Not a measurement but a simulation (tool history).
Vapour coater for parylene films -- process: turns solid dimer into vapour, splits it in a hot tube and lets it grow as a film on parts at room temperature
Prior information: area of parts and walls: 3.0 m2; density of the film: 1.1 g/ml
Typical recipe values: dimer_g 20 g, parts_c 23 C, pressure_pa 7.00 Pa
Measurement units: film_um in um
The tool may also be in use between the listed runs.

run	hour	dimer_g	parts_c	pressure_pa	film_um
1	0.0	20	23	7.00	2.44
2	15.9	20	23	7.00	2.43
3	37.4	18	23	7.00	2.21
4	51.2	18	31	7.00	1.83
5	75.2	18	31	7.00	1.90
6	100.2	20	23	2.30	2.83
7	129.7	20	29	7.00	2.11
8	155.5	20	29	7.00	2.09
9	171.6	20	31	7.00	2.04
10	192.0	20	31	7.00	1.99
11	213.9	20	31	7.00	2.01
# hour 223.5: trap's valve overhauled
12	239.0	20	23	7.00	2.63
13	259.9	20	23	7.00	2.59
14	277.7	20	23	3.25	2.97
15	303.6	20	23	3.25	2.93
16	334.6	20	23	3.25	2.87
17	364.0	20	23	7.00	2.55
18	396.6	20	23	7.00	2.50
19	415.4	20	23	9.45	2.42
20	435.1	20	23	9.45	2.39
21	463.6	10	23	7.00	1.25
22	493.6	10	23	7.00	1.26
23	508.7	10	23	7.00	1.24
24	532.9	23	23	7.00	2.86
25	551.7	23	19	6.16	3.09
26	565.9	23	19	6.16	3.20
27	590.0	31	29	6.16	3.44
28	612.4	23	26	7.68	2.66
29	634.0	23	26	7.68	2.60
30	664.5	23	26	7.68	2.60
31	681.0	23	26	7.68	2.61
32	697.6	23	26	7.68	2.61
33	713.4	14	19	2.68	2.18
34	732.7	14	19	2.68	2.14
35	756.4	14	19	2.68	2.11
36	769.9	14	19	2.68	2.10
37	783.3	27	19	8.53	3.38
38	799.7	27	19	8.53	3.38

For run 39, what comes out?
39	820.5	13	23	10.71	?

{"run 39": {"film_um": 1.43}}
Take away the tool's hidden state, keep the run-to-run variation as it was, and the same run would have given film_um 1.58 um.
